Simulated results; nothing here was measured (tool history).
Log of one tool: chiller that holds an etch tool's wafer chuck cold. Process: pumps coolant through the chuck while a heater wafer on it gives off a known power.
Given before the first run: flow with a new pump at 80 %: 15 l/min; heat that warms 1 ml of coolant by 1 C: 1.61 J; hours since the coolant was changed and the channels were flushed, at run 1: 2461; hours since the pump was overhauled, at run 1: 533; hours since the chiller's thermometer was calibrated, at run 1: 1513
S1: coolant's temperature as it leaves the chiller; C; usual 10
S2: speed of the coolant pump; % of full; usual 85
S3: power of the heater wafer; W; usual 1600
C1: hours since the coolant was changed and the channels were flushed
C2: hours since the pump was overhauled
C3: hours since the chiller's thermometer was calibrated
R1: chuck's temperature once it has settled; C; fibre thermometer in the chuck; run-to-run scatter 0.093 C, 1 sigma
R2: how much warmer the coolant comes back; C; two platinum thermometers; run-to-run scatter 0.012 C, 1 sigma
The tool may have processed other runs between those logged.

| run | hour | S1 | S2 | S3 | C1 | C2 | C3 | R1 | R2 |
|---|---|---|---|---|---|---|---|---|---|
| 1 | 0.0 | 10 | 85 | 1600 | 2461 | 533 | 1513 | 21.98 | 3.73 |
| 2 | 37.3 | 10 | 85 | 1600 | 2498 | 570 | 1550 | 21.95 | 3.74 |
| 3 | 67.2 | 10 | 85 | 1600 | 2528 | 600 | 1580 | 21.97 | 3.76 |
| 4 | 104.0 | 10 | 85 | 1600 | 2565 | 637 | 1617 | 22.08 | 3.73 |
| 5 | 140.8 | 10 | 85 | 1600 | 2602 | 674 | 1653 | 22.07 | 3.72 |
| 6 | 170.2 | 10 | 82 | 1600 | 2631 | 703 | 1683 | 22.43 | 3.91 |
| 7 | 223.2 | 10 | 82 | 1600 | 2684 | 756 | 1736 | 22.47 | 3.89 |
|  | 228.0 | chiller's thermometer calibrated |
| 8 | 272.8 | 8 | 85 | 1600 | 2733 | 805 | 45 | 20.07 | 3.76 |
| 9 | 310.9 | 8 | 85 | 1600 | 2771 | 843 | 83 | 19.91 | 3.75 |
| 10 | 333.7 | 10 | 85 | 1600 | 2794 | 866 | 106 | 22.04 | 3.76 |
| 11 | 361.2 | 10 | 85 | 1600 | 2821 | 893 | 133 | 22.12 | 3.75 |
| 12 | 408.3 | 10 | 85 | 1114 | 2868 | 940 | 180 | 18.37 | 2.61 |
| 13 | 452.6 | 2 | 74 | 1213 | 2913 | 985 | 225 | 12.21 | 3.32 |
| 14 | 491.5 | 9 | 85 | 1085 | 2951 | 1024 | 263 | 17.21 | 2.54 |
| 15 | 532.1 | 18 | 85 | 1600 | 2992 | 1064 | 304 | 30.08 | 3.73 |
|  | 544.8 | chiller's thermometer calibrated, once more |
| 16 | 575.9 | 8 | 85 | 1121 | 3035 | 1107 | 31 | 16.53 | 2.62 |
| 17 | 602.4 | 17 | 97 | 1824 | 3061 | 1133 | 58 | 29.87 | 3.69 |
| 18 | 628.2 | 17 | 97 | 1291 | 3087 | 1159 | 83 | 26.02 | 2.62 |
| 19 | 675.3 | 18 | 96 | 1980 | 3134 | 1206 | 131 | 31.83 | 4.05 |
| 20 | 712.1 | 1 | 96 | 929 | 3171 | 1243 | 167 | 7.62 | 1.90 |
| 21 | 748.6 | 15 | 66 | 1600 | 3208 | 1280 | 204 | 29.53 | 5.01 |
| 22 | 775.2 | 15 | 66 | 1600 | 3234 | 1306 | 230 | 29.54 | 5.00 |
| 23 | 815.7 | 15 | 66 | 1600 | 3275 | 1347 | 271 | 29.72 | 5.03 |

4 options for the next run, each taken on its own from the tool as it stands now. Forecast them:
| A | 850.1 | 6 | 71 | 1771 | 3309 | 1381 | 305 | ? | ? |
| B | 850.1 | 10 | 64 | 1164 | 3309 | 1381 | 305 | ? | ? |
| C | 850.1 | 15 | 66 | 1496 | 3309 | 1381 | 305 | ? | ? |
| D | 850.1 | 8 | 85 | 1600 | 3309 | 1381 | 305 | ? | ? |

| run | R1 | R2 |
|---|---|---|
| A | 21.48 | 5.12 |
| B | 20.77 | 3.78 |
| C | 28.83 | 4.69 |
| D | 20.27 | 3.76 |
Without the tool's hidden state the same runs would have given:
| run | R1 | R2 |
|---|---|---|
| A | 20.57 | 5.05 |
| B | 20.13 | 3.73 |
| C | 28.02 | 4.62 |
| D | 19.53 | 3.71 |
